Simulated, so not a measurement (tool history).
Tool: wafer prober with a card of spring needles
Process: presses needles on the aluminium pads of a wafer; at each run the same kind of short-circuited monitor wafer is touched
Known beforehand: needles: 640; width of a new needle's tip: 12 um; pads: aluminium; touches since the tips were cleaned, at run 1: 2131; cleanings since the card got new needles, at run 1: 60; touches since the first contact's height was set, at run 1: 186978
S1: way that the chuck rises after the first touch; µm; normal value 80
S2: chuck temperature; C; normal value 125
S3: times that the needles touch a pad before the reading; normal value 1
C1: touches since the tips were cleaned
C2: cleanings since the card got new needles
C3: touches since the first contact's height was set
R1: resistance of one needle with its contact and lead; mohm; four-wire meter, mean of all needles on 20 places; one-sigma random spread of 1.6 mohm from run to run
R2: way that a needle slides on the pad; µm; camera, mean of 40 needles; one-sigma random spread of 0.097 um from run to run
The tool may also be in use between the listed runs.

| run | hour | S1 | S2 | S3 | C1 | C2 | C3 | R1 | R2 |
|---|---|---|---|---|---|---|---|---|---|
| 1 | 0 | 80 | 125 | 1 | 2131 | 60 | 186978 | 156 | 21.94 |
|  | 5.4 | tips cleaned on abrasive film |
|  | 23.4 | tips cleaned on abrasive film |
| 2 | 31.8 | 60 | 125 | 1 | 1350 | 62 | 192050 | 155 | 16.28 |
|  | 41.7 | tips cleaned on abrasive film |
|  | 46.5 | height of the first contact set anew |
| 3 | 54.1 | 60 | 125 | 1 | 1935 | 63 | 1214 | 158 | 16.37 |
|  | 59.1 | tips cleaned on abrasive film |
| 4 | 69.1 | 60 | 125 | 1 | 1609 | 64 | 3607 | 158 | 16.57 |
|  | 76 | tips cleaned on abrasive film |
| 5 | 90.7 | 60 | 125 | 1 | 2363 | 65 | 7053 | 158 | 16.27 |
|  | 93.7 | tips cleaned on abrasive film |
|  | 110.3 | tips cleaned on abrasive film |
| 6 | 110.3 | 60 | 125 | 1 | 0 | 67 | 10168 | 156 | 16.51 |
|  | 129.3 | tips cleaned on abrasive film |
| 7 | 133.3 | 60 | 125 | 1 | 636 | 68 | 13831 | 153 | 16.39 |
|  | 146.8 | tips cleaned on abrasive film |
| 8 | 154.4 | 60 | 125 | 1 | 1217 | 69 | 17204 | 154 | 16.39 |
|  | 164.6 | tips cleaned on abrasive film |
|  | 181.4 | tips cleaned on abrasive film |
| 9 | 187.2 | 60 | 125 | 1 | 937 | 71 | 22432 | 158 | 16.1 |
|  | 199.5 | tips cleaned on abrasive film |
|  | 218.2 | tips cleaned on abrasive film |
| 10 | 218.3 | 60 | 125 | 1 | 23 | 73 | 27384 | 155 | 16.21 |
|  | 235.4 | tips cleaned on abrasive film |
| 11 | 242.6 | 80 | 125 | 1 | 1142 | 74 | 31257 | 155 | 21.73 |
|  | 253.9 | tips cleaned on abrasive film |
| 12 | 261.6 | 80 | 125 | 1 | 1235 | 75 | 34285 | 153 | 21.66 |
|  | 271.1 | tips cleaned on abrasive film |
| 13 | 286.7 | 80 | 125 | 1 | 2501 | 76 | 38303 | 156 | 21.61 |
|  | 289.4 | tips cleaned on abrasive film |
|  | 306.3 | tips cleaned on abrasive film |
| 14 | 308.6 | 80 | 125 | 1 | 373 | 78 | 41774 | 152 | 21.47 |
|  | 322.8 | tips cleaned on abrasive film |
| 15 | 328.9 | 80 | 125 | 1 | 971 | 79 | 45011 | 154 | 21.62 |
|  | 341.1 | tips cleaned on abrasive film |
| 16 | 343.4 | 80 | 125 | 1 | 363 | 80 | 47325 | 151 | 21.76 |
|  | 357.7 | tips cleaned on abrasive film |
| 17 | 371.7 | 80 | 125 | 1 | 2245 | 81 | 51848 | 159 | 21.29 |
|  | 374.4 | tips cleaned on abrasive film |
| 18 | 386.4 | 87 | 125 | 1 | 1911 | 82 | 54181 | 153 | 23.36 |
|  | 393 | tips cleaned on abrasive film |
|  | 409.9 | tips cleaned on abrasive film |
| 19 | 417.9 | 64 | 44 | 2 | 1281 | 84 | 59211 | 142 | 17.25 |
|  | 427.1 | tips cleaned on abrasive film |
|  | 445.7 | tips cleaned on abrasive film |
| 20 | 445.7 | 80 | 119 | 2 | 0 | 86 | 63628 | 150 | 21.56 |
| 21 | 461.6 | 80 | 119 | 2 | 2556 | 86 | 66184 | 153 | 21.41 |
|  | 463.8 | gauge calibrated |
|  | 463.9 | tips cleaned on abrasive film |
|  | 480.9 | tips cleaned on abrasive film |
| 22 | 485.6 | 86 | 119 | 1 | 755 | 88 | 69993 | 153 | 23.58 |
|  | 499.8 | tips cleaned on abrasive film |
| 23 | 502.2 | 80 | 49 | 1 | 394 | 89 | 72642 | 142 | 21.72 |
|  | 517.7 | tips cleaned on abrasive film |
| 24 | 533.3 | 80 | 49 | 1 | 2504 | 90 | 77614 | 139 | 21.88 |
|  | 535.8 | tips cleaned on abrasive film |
|  | 553.2 | tips cleaned on abrasive film |
| 25 | 565.2 | 65 | 49 | 2 | 1927 | 92 | 82698 | 142 | 17.65 |
|  | 571.7 | tips cleaned on abrasive film |
| 26 | 582.8 | 64 | 26 | 1 | 1776 | 93 | 85495 | 139 | 17.45 |
|  | 588.9 | tips cleaned on abrasive film |
| 27 | 597 | 65 | 66 | 3 | 1296 | 94 | 87757 | 144 | 17.72 |
|  | 606.1 | tips cleaned on abrasive film |
| 28 | 614.8 | 65 | 27 | 3 | 1388 | 95 | 90591 | 139 | 17.57 |
|  | 624.1 | tips cleaned on abrasive film |
| 29 | 635.1 | 65 | 27 | 3 | 1767 | 96 | 93837 | 137 | 17.64 |
|  | 640.9 | tips cleaned on abrasive film |
|  | 658.3 | tips cleaned on abrasive film |
| 30 | 662.3 | 80 | 125 | 3 | 642 | 98 | 98169 | 154 | 21.59 |
|  | 676.8 | tips cleaned on abrasive film |
|  | 695 | tips cleaned on abrasive film |
| 31 | 695 | 80 | 125 | 3 | 0 | 100 | 103373 | 150 | 21.9 |

Across each entry between runs, compare the hidden state at the last listed run before it with the hidden state at the first listed run after it:
Between runs 1 and 2: tips cleaned on abrasive film (hour 5.4); tips cleaned on abrasive film (hour 23.4)
  debris on the tips, nm: 2.7 -> 2.1; tips' diameter, um: 12.07 -> 12.08; drift of the gauge itself on scrub_um, %: 0 -> -0.17
  difference, measured minus the result without the unlogged condition, R2: -0.06 -> -0.09 µm
Between runs 2 and 3: tips cleaned on abrasive film (hour 41.7); height of the first contact set anew (hour 46.5)
  debris on the tips, nm: 2.1 -> 2.6; way that the needles fall short of the set height, um: 0.21 -> 0; drift of the gauge itself on scrub_um, %: -0.17 -> -0.29
  difference, measured minus the result without the unlogged condition, R2: -0.09 -> -0.05 µm
Between runs 3 and 4: tips cleaned on abrasive film (hour 59.1)
  debris on the tips, nm: 2.6 -> 2.4; drift of the gauge itself on scrub_um, %: -0.29 -> -0.37
  difference, measured minus the result without the unlogged condition, R2: -0.05 -> -0.06 µm
Between runs 4 and 5: tips cleaned on abrasive film (hour 76)
  debris on the tips, nm: 2.4 -> 3.1; way that the needles fall short of the set height, um: 0 -> 0.01; drift of the gauge itself on scrub_um, %: -0.37 -> -0.48
  difference, measured minus the result without the unlogged condition, R2: -0.06 -> -0.08 µm
Between runs 5 and 6: tips cleaned on abrasive film (hour 93.7); tips cleaned on abrasive film (hour 110.3)
  debris on the tips, nm: 3.1 -> 0.3; drift of the gauge itself on scrub_um, %: -0.48 -> -0.59
  difference, measured minus the result without the unlogged condition, R2: -0.08 -> -0.11 µm
Between runs 6 and 7: tips cleaned on abrasive film (hour 129.3)
  debris on the tips, nm: 0.3 -> 1.3; way that the needles fall short of the set height, um: 0.01 -> 0.02; drift of the gauge itself on scrub_um, %: -0.59 -> -0.71
  difference, measured minus the result without the unlogged condition, R2: -0.11 -> -0.12 µm
Between runs 7 and 8: tips cleaned on abrasive film (hour 146.8)
  debris on the tips, nm: 1.3 -> 1.9; drift of the gauge itself on scrub_um, %: -0.71 -> -0.83
  difference, measured minus the result without the unlogged condition, R2: -0.12 -> -0.14 µm
Between runs 8 and 9: tips cleaned on abrasive film (hour 164.6); tips cleaned on abrasive film (hour 181.4)
  debris on the tips, nm: 1.9 -> 1.7; tips' diameter, um: 12.08 -> 12.09; drift of the gauge itself on scrub_um, %: -0.83 -> -1
  difference, measured minus the result without the unlogged condition, R2: -0.14 -> -0.17 µm
Between runs 9 and 10: tips cleaned on abrasive film (hour 199.5); tips cleaned on abrasive film (hour 218.2)
  debris on the tips, nm: 1.7 -> 0.3; way that the needles fall short of the set height, um: 0.02 -> 0.03; drift of the gauge itself on scrub_um, %: -1 -> -1.17
  difference, measured minus the result without the unlogged condition, R2: -0.17 -> -0.2 µm
Between runs 10 and 11: tips cleaned on abrasive film (hour 235.4)
  debris on the tips, nm: 0.3 -> 1.9; drift of the gauge itself on scrub_um, %: -1.17 -> -1.3
  difference, measured minus the result without the unlogged condition, R2: -0.2 -> -0.3 µm
Between runs 11 and 12: tips cleaned on abrasive film (hour 253.9)
  debris on the tips, nm: 1.9 -> 2.2; way that the needles fall short of the set height, um: 0.03 -> 0.04; drift of the gauge itself on scrub_um, %: -1.3 -> -1.4
  difference, measured minus the result without the unlogged condition, R2: -0.3 -> -0.32 µm
Between runs 12 and 13: tips cleaned on abrasive film (hour 271.1)
  debris on the tips, nm: 2.2 -> 3.3; drift of the gauge itself on scrub_um, %: -1.4 -> -1.53
  difference, measured minus the result without the unlogged condition, R2: -0.32 -> -0.35 µm
Between runs 13 and 14: tips cleaned on abrasive film (hour 289.4); tips cleaned on abrasive film (hour 306.3)
  debris on the tips, nm: 3.3 -> 0.7; way that the needles fall short of the set height, um: 0.04 -> 0.05; drift of the gauge itself on scrub_um, %: -1.53 -> -1.65
  difference, measured minus the result without the unlogged condition, R2: -0.35 -> -0.38 µm
Between runs 14 and 15: tips cleaned on abrasive film (hour 322.8)
  debris on the tips, nm: 0.7 -> 1.5; tips' diameter, um: 12.09 -> 12.1; drift of the gauge itself on scrub_um, %: -1.65 -> -1.76
  difference, measured minus the result without the unlogged condition, R2: -0.38 -> -0.4 µm
Between runs 15 and 16: tips cleaned on abrasive film (hour 341.1)
  debris on the tips, nm: 1.5 -> 0.8; way that the needles fall short of the set height, um: 0.05 -> 0.06; drift of the gauge itself on scrub_um, %: -1.76 -> -1.84
  difference, measured minus the result without the unlogged condition, R2: -0.4 -> -0.42 µm
Between runs 16 and 17: tips cleaned on abrasive film (hour 357.7)
  debris on the tips, nm: 0.8 -> 2.9; drift of the gauge itself on scrub_um, %: -1.84 -> -1.99
  difference, measured minus the result without the unlogged condition, R2: -0.42 -> -0.45 µm
Between runs 17 and 18: tips cleaned on abrasive film (hour 374.4)
  debris on the tips, nm: 2.9 -> 2.5; drift of the gauge itself on scrub_um, %: -1.99 -> -2.07
  difference, measured minus the result without the unlogged condition, R2: -0.45 -> -0.51 µm
Between runs 18 and 19: tips cleaned on abrasive film (hour 393); tips cleaned on abrasive film (hour 409.9)
  debris on the tips, nm: 2.5 -> 2; way that the needles fall short of the set height, um: 0.06 -> 0.07; drift of the gauge itself on scrub_um, %: -2.07 -> -2.24
  difference, measured minus the result without the unlogged condition, R2: -0.51 -> -0.42 µm
Between runs 19 and 20: tips cleaned on abrasive film (hour 427.1); tips cleaned on abrasive film (hour 445.7)
  debris on the tips, nm: 2 -> 0.4; way that the needles fall short of the set height, um: 0.07 -> 0.08; drift of the gauge itself on scrub_um, %: -2.24 -> -2.38
  difference, measured minus the result without the unlogged condition, R2: -0.42 -> -0.55 µm
Between runs 21 and 22: gauge calibrated (hour 463.8); tips cleaned on abrasive film (hour 463.9); tips cleaned on abrasive film (hour 480.9)
  debris on the tips, nm: 3.4 -> 1.5; way that the needles fall short of the set height, um: 0.08 -> 0.09; tips' diameter, um: 12.1 -> 12.11; drift of the gauge itself on scrub_um, %: -2.47 -> -0.12
  difference, measured minus the result without the unlogged condition, R2: -0.56 -> -0.05 µm
Between runs 22 and 23: tips cleaned on abrasive film (hour 499.8)
  debris on the tips, nm: 1.5 -> 1; drift of the gauge itself on scrub_um, %: -0.12 -> -0.21
  difference, measured minus the result without the unlogged condition, R2: -0.05 -> -0.06 µm
Between runs 23 and 24: tips cleaned on abrasive film (hour 517.7)
  debris on the tips, nm: 1 -> 3.3; drift of the gauge itself on scrub_um, %: -0.21 -> -0.37
  difference, measured minus the result without the unlogged condition, R2: -0.06 -> -0.1 µm
Between runs 24 and 25: tips cleaned on abrasive film (hour 535.8); tips cleaned on abrasive film (hour 553.2)
  debris on the tips, nm: 3.3 -> 2.7; way that the needles fall short of the set height, um: 0.09 -> 0.1; drift of the gauge itself on scrub_um, %: -0.37 -> -0.54
  difference, measured minus the result without the unlogged condition, R2: -0.1 -> -0.12 µm
Between runs 25 and 26: tips cleaned on abrasive film (hour 571.7)
  debris on the tips, nm: 2.7 -> 2.4; drift of the gauge itself on scrub_um, %: -0.54 -> -0.64
  difference, measured minus the result without the unlogged condition, R2: -0.12 -> -0.14 µm
Between runs 26 and 27: tips cleaned on abrasive film (hour 588.9)
  debris on the tips, nm: 2.4 -> 2; way that the needles fall short of the set height, um: 0.1 -> 0.11; drift of the gauge itself on scrub_um, %: -0.64 -> -0.71
  difference, measured minus the result without the unlogged condition, R2: -0.14 -> -0.16 µm
Between runs 27 and 28: tips cleaned on abrasive film (hour 606.1)
  debris on the tips, nm: 2 -> 2.1; tips' diameter, um: 12.11 -> 12.12; drift of the gauge itself on scrub_um, %: -0.71 -> -0.81
  difference, measured minus the result without the unlogged condition, R2: -0.16 -> -0.17 µm
Between runs 28 and 29: tips cleaned on abrasive film (hour 624.1)
  debris on the tips, nm: 2.1 -> 2.6; drift of the gauge itself on scrub_um, %: -0.81 -> -0.92
  difference, measured minus the result without the unlogged condition, R2: -0.17 -> -0.19 µm
Between runs 29 and 30: tips cleaned on abrasive film (hour 640.9); tips cleaned on abrasive film (hour 658.3)
  debris on the tips, nm: 2.6 -> 1.4; way that the needles fall short of the set height, um: 0.11 -> 0.12; drift of the gauge itself on scrub_um, %: -0.92 -> -1.06
  difference, measured minus the result without the unlogged condition, R2: -0.19 -> -0.26 µm
Between runs 30 and 31: tips cleaned on abrasive film (hour 676.8); tips cleaned on abrasive film (hour 695)
  debris on the tips, nm: 1.4 -> 0.4; way that the needles fall short of the set height, um: 0.12 -> 0.13; drift of the gauge itself on scrub_um, %: -1.06 -> -1.24
  difference, measured minus the result without the unlogged condition, R2: -0.26 -> -0.3 µm
